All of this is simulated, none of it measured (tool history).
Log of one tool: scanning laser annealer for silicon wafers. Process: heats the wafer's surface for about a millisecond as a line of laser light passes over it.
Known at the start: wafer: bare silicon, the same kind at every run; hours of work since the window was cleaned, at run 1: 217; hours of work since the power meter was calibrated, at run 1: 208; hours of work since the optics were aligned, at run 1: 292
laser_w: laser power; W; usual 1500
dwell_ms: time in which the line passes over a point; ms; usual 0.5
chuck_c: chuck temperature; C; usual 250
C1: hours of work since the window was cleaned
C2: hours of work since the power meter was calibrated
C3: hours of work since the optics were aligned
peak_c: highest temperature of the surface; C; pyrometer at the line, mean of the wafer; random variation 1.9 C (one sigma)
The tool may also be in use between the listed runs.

Run 1, hour 0: usual settings; C1 217; C2 208; C3 292. Result: peak_c 1067 C.
Run 2, hour 8.5: usual settings but chuck_c 265 C; C1 222; C2 212; C3 297. Result: peak_c 1083 C.
Run 3, hour 16.4: usual settings but chuck_c 265 C; C1 226; C2 217; C3 301. Result: peak_c 1082 C.
Run 4, hour 23.6: usual settings but chuck_c 265 C; C1 230; C2 221; C3 305. Result: peak_c 1084 C.
Run 5, hour 35.2: usual settings but laser_w 1481 W, chuck_c 265 C; C1 237; C2 227; C3 312. Result: peak_c 1071 C.
Run 6, hour 42.3: usual settings; C1 241; C2 231; C3 316. Result: peak_c 1066 C.
Run 7, hour 53.3: usual settings; C1 247; C2 238; C3 322. Result: peak_c 1064 C.
Run 8, hour 63.3: usual settings; C1 253; C2 243; C3 328. Result: peak_c 1064 C.
Run 9, hour 74.6: usual settings; C1 259; C2 250; C3 334. Result: peak_c 1064 C.
Run 10, hour 86.5: usual settings but dwell_ms 0.585 ms; C1 266; C2 256; C3 341. Result: peak_c 1129 C.
Run 11, hour 93.5: usual settings but dwell_ms 0.585 ms; C1 270; C2 260; C3 345. Result: peak_c 1131 C.
Run 12, hour 104.3: usual settings; C1 276; C2 266; C3 351. Result: peak_c 1061 C.
Run 13, hour 114.1: usual settings; C1 281; C2 272; C3 356. Result: peak_c 1060 C.
Run 14, hour 123.7: usual settings but dwell_ms 0.578 ms, chuck_c 215 C; C1 287; C2 277; C3 362. Result: peak_c 1088 C.
Run 15, hour 129.8: usual settings but dwell_ms 0.546 ms, chuck_c 215 C; C1 290; C2 281; C3 365. Result: peak_c 1062 C.
Run 16, hour 141.7: usual settings but dwell_ms 0.546 ms, chuck_c 215 C; C1 297; C2 288; C3 372. Result: peak_c 1059 C.
Run 17, hour 148.2: usual settings but dwell_ms 0.434 ms, chuck_c 215 C; C1 301; C2 291; C3 376. Result: peak_c 966 C.
Run 18, hour 154.6: usual settings but dwell_ms 0.434 ms, chuck_c 215 C; C1 304; C2 295; C3 379. Result: peak_c 968 C.
Run 19, hour 159.9: usual settings but chuck_c 228 C; C1 307; C2 298; C3 382. Result: peak_c 1032 C.
Run 20, hour 168.5: usual settings but laser_w 1642 W, chuck_c 251 C; C1 312; C2 303; C3 387. Result: peak_c 1129 C.
Run 21, hour 173.7: usual settings but laser_w 1459 W, dwell_ms 0.453 ms, chuck_c 256 C; C1 315; C2 306; C3 390. Result: peak_c 1004 C.
Run 22, hour 185.2: usual settings but laser_w 1312 W, dwell_ms 0.564 ms, chuck_c 255 C; C1 322; C2 312; C3 396. Result: peak_c 1007 C.
Run 23, hour 191.6: usual settings but laser_w 1532 W, dwell_ms 0.489 ms, chuck_c 263 C; C1 325; C2 316; C3 400. Result: peak_c 1076 C.
Run 24, hour 197.2: usual settings but laser_w 1614 W, dwell_ms 0.408 ms, chuck_c 271 C; C1 328; C2 319; C3 403. Result: peak_c 1051 C.
Run 25, hour 207.6: usual settings but laser_w 1485 W, dwell_ms 0.483 ms, chuck_c 230 C; C1 334; C2 325; C3 409. Result: peak_c 1012 C.
Run 26, hour 216: usual settings but laser_w 1485 W, dwell_ms 0.483 ms, chuck_c 242 C; C1 339; C2 330; C3 414. Result: peak_c 1024 C.

Forecast each of these 4 alternatives for the next run:
Run A, hour 227.1: usual settings but laser_w 1550 W, dwell_ms 0.483 ms, chuck_c 289 C; C1 345; C2 336; C3 420. Result: peak_c ?.
Run B, hour 227.1: usual settings but laser_w 1485 W, dwell_ms 0.615 ms, chuck_c 245 C; C1 345; C2 336; C3 420. Result: peak_c ?.
Run C, hour 227.1: usual settings but chuck_c 283 C; C1 345; C2 336; C3 420. Result: peak_c ?.
Run D, hour 227.1: usual settings but laser_w 1279 W, dwell_ms 0.482 ms, chuck_c 236 C; C1 345; C2 336; C3 420. Result: peak_c ?.

run  peak_c
  A    1105
  B    1124
  C    1087
  D     911
Without the tool's hidden state the same runs would have given:
run  peak_c
  A    1147
  B    1170
  C    1129
  D     946
